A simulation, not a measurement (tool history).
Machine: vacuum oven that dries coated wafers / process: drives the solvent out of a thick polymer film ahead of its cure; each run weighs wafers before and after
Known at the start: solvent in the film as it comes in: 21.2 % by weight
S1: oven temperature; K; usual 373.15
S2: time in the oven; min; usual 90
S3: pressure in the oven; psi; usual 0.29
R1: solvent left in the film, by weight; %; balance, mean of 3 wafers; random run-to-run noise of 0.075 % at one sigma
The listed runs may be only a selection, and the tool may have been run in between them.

run 1 hour=0 | S1=373.15 S2=90 S3=0.29 | R1=5.46
run 2 hour=34 | S1=373.15 S2=90 S3=0.29 | R1=5.53
run 3 hour=75.7 | S1=373.15 S2=90 S3=0.29 | R1=5.7
run 4 hour=115 | S1=373.15 S2=90 S3=0.29 | R1=5.39
-- hour=120.1 oven's thermocouples calibrated
run 5 hour=139.9 | S1=373.15 S2=90 S3=0.29 | R1=5.35
run 6 hour=180.6 | S1=371.15 S2=129 S3=0.735 | R1=8.03
run 7 hour=206.7 | S1=371.15 S2=57 S3=0.173 | R1=7.68

The next listed run, before its measurement:
run 8 hour=244.8 | S1=374.15 S2=90 S3=0.29 | R1=?

{"run 8": {"R1": 5.15}}
Were there no unlogged condition in the tool, this run, its random variation unchanged, would have produced R1 5.32 %.
